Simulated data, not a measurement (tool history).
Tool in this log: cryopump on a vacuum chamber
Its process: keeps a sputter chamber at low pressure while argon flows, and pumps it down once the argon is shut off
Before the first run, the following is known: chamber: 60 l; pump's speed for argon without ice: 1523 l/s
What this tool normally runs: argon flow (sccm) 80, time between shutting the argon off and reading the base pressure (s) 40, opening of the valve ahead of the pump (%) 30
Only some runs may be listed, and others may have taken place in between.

run	day	argon flow (sccm)	time between shutting the argon off and reading the base pressure (s)	opening of the valve ahead of the pump (%)	pressure while argon flows (Pa)	pressure after the wait (uPa)
1	0.000	80	40	30	0.3035	1.93
2	0.858	80	40	30	0.3007	1.96
3	1.946	80	40	30	0.2987	1.86
4	3.038	80	40	30	0.3006	2.01
5	4.229	80	40	30	0.2985	1.99
6	5.092	80	40	30	0.3042	1.93
7	5.708	80	40	30	0.3016	2.02
8	6.517	80	40	30	0.3036	2.02
9	7.358	80	40	30	0.3026	2.05
10	8.208	80	40	25	0.3629	1.97
11	9.275	80	40	25	0.3609	1.98
12	10.417	80	40	25	0.3619	2.04
13	11.117	80	40	25	0.3632	2.02
14	12.308	80	40	25	0.3643	2.06
15	13.079	80	40	30	0.3037	2.06
16	13.667	80	40	30	0.3043	2.03
17	14.858	80	40	30	0.3034	2.02
18	15.533	99	41	18	0.6235	2.06
19	16.712	80	56	19	0.4732	1.66
20	17.796	132	60	19	0.7846	1.62
21	18.842	132	60	19	0.7877	1.60
22	19.742	132	60	19	0.7838	1.66
23	20.304	132	60	19	0.7866	1.62
24	21.304	132	60	19	0.7880	1.66
25	22.271	118	40	30	0.4531	2.12
26	22.933	118	40	30	0.4548	2.09
27	24.042	118	100	30	0.4557	1.25
28	25.279	111	40	30	0.4291	2.15
29	26.325	113	289	26	0.5000	0.93
30	26.879	48	289	26	0.2128	0.93
31	27.800	132	41	32	0.4782	2.16
32	28.446	36	92	21	0.1956	1.39
33	29.088	36	233	21	0.1955	0.98

Below are 5 alternative next runs, each starting from the tool's condition after run 33. Predict each:
A	29.783	36	36	21	?	?
B	29.783	64	22	23	?	?
C	29.783	57	22	30	?	?
D	29.783	80	40	51	?	?
E	29.783	148	44	52	?	?

run	pressure while argon flows (Pa)	pressure after the wait (uPa)
A	0.1966	2.39
B	0.3209	3.45
C	0.2210	3.54
D	0.1872	2.23
E	0.3392	2.07
With the hidden condition removed and each run's random variation left untouched, the same runs would have given:
run	pressure while argon flows (Pa)	pressure after the wait (uPa)
A	0.1905	1.88
B	0.3100	2.93
C	0.2112	3.01
D	0.1736	1.72
E	0.3141	1.56

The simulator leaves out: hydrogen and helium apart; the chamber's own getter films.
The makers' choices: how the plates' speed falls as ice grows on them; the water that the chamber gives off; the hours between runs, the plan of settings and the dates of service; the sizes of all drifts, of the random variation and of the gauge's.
